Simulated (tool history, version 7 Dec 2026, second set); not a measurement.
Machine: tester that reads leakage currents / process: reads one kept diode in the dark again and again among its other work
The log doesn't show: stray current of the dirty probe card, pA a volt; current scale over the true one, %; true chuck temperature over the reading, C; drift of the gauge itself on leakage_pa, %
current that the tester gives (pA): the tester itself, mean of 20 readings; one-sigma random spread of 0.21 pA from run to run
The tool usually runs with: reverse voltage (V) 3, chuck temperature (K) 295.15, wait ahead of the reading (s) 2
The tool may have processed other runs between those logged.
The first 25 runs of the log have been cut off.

run    hour  reverse voltage (V)  chuck temperature (K)  wait ahead of the reading (s)  hours of work since the probe card was cleaned  hours of work since the tester was calibrated  hours of work since the chuck was calibrated  current that the tester gives (pA)
 26  1480.6                13.91                 296.15                           1.43                                              54                                           2509                                           854                              199.47
 27  1540.7                13.91                 296.15                           1.43                                              97                                           2552                                           897                              202.04
 28    1616                 7.87                 316.15                           3.34                                             152                                           2607                                           952                              653.96
 29  1657.1                 7.87                 316.15                           3.34                                             181                                           2636                                           981                              659.24
 30  1706.4                 7.87                 316.15                           3.34                                             217                                           2672                                          1017                              659.26
 31  1767.6                 7.87                 318.15                           3.34                                             261                                           2716                                          1061                              764.24
 32  1808.2                 7.87                 319.15                           0.45                                             290                                           2746                                          1090                              826.32
 33  1844.1                 7.72                 333.15                           2.83                                             316                                           2771                                          1116                             2055.75
 34  1883.4                 7.72                 333.15                           2.83                                             345                                           2800                                          1145                             2080.44
 35    1919                 7.72                 301.15                           2.29                                             370                                           2826                                          1170                              219.36
 36  1967.7                 7.72                 301.15                           2.29                                             406                                           2861                                          1206                              221.94
 37  2025.8                    3                 316.15                           0.74                                             448                                           2903                                          1248                              387.03
 38  2065.6                    3                 316.15                           0.74                                             476                                           2931                                          1276                              389.63
 39  2125.8                 2.94                 295.15                           5.13                                             520                                           2975                                          1320                               79.89
 40  2200.1                 2.94                 315.15                           0.32                                             573                                           3029                                          1373                              361.74
 41  2267.8                 3.53                 306.15                           0.32                                             622                                           3077                                          1422                              212.29

Each row is a separate what-if for the run after 41, all from the same tool condition, not one after another. Results?
  A  2302.8                11.49                 330.15                           1.41                                             648                                           3103                                          1448                                   ?
  B  2302.8                 3.53                 304.15                           0.68                                             648                                           3103                                          1448                                   ?
  C  2302.8                    3                 305.15                           2.66                                             648                                           3103                                          1448                                   ?

run  current that the tester gives (pA)
  A                              2209.9
  B                               182.1
  C                              177.81
With no hidden state in the tool, these same runs would have given:
run  current that the tester gives (pA)
  A                             1958.53
  B                              156.37
  C                              153.09
